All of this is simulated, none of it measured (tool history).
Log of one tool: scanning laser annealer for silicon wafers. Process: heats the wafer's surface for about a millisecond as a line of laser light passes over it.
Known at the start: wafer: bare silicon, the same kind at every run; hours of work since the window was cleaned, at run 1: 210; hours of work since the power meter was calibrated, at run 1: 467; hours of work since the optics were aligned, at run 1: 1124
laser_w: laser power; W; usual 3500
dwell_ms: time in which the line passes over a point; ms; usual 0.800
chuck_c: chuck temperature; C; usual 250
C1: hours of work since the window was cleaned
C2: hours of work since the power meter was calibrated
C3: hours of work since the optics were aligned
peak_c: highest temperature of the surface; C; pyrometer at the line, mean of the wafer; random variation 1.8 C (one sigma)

Run 1, hour 0.0: usual settings; C1 210; C2 467; C3 1124. Result: peak_c 1006 C.
Run 2, hour 30.5: usual settings; C1 228; C2 485; C3 1142. Result: peak_c 1010 C.
Run 3, hour 49.0: usual settings but laser_w 3787 W; C1 239; C2 496; C3 1153. Result: peak_c 1086 C.
Run 4, hour 80.2: usual settings but dwell_ms 0.978 ms; C1 257; C2 514; C3 1171. Result: peak_c 1092 C.
Run 5, hour 103.7: usual settings but dwell_ms 0.978 ms; C1 271; C2 528; C3 1185. Result: peak_c 1088 C.
At hour 137.3: optics aligned, line set to its width.
Run 6, hour 141.8: usual settings; C1 291; C2 548; C3 3. Result: peak_c 1026 C.
At hour 171.2: window over the wafer cleaned.
Run 7, hour 171.2: usual settings; C1 0; C2 564; C3 19. Result: peak_c 1044 C.
Run 8, hour 192.7: usual settings but dwell_ms 0.602 ms; C1 13; C2 577; C3 32. Result: peak_c 926 C.
Run 9, hour 208.7: usual settings but dwell_ms 0.602 ms; C1 22; C2 586; C3 41. Result: peak_c 927 C.
Run 10, hour 240.2: usual settings but dwell_ms 0.602 ms; C1 41; C2 605; C3 60. Result: peak_c 928 C.
Run 11, hour 261.9: usual settings but dwell_ms 0.876 ms; C1 54; C2 618; C3 73. Result: peak_c 1082 C.
Run 12, hour 282.9: usual settings but laser_w 3071 W, dwell_ms 0.779 ms; C1 66; C2 630; C3 85. Result: peak_c 903 C.
Run 13, hour 305.7: usual settings but laser_w 3605 W, chuck_c 272 C; C1 80; C2 644; C3 99. Result: peak_c 1090 C.
Run 14, hour 331.5: usual settings but dwell_ms 0.910 ms, chuck_c 230 C; C1 95; C2 659; C3 114. Result: peak_c 1074 C.
Run 15, hour 353.6: usual settings but laser_w 3044 W, dwell_ms 0.910 ms, chuck_c 245 C; C1 108; C2 672; C3 127. Result: peak_c 947 C.

3 ways to go on from here, each from the tool as it stands after run 15. What would each give?
Run A, hour 388.0: usual settings but laser_w 3531 W, dwell_ms 0.970 ms, chuck_c 245 C; C1 129; C2 693; C3 148. Result: peak_c ?.
Run B, hour 388.0: usual settings but laser_w 3602 W; C1 129; C2 693; C3 148. Result: peak_c ?.
Run C, hour 388.0: usual settings but laser_w 3723 W, dwell_ms 0.680 ms, chuck_c 267 C; C1 129; C2 693; C3 148. Result: peak_c ?.

run  peak_c
  A    1127
  B    1063
  C    1046
Without the tool's hidden state the same runs would have given:
run  peak_c
  A    1142
  B    1077
  C    1059
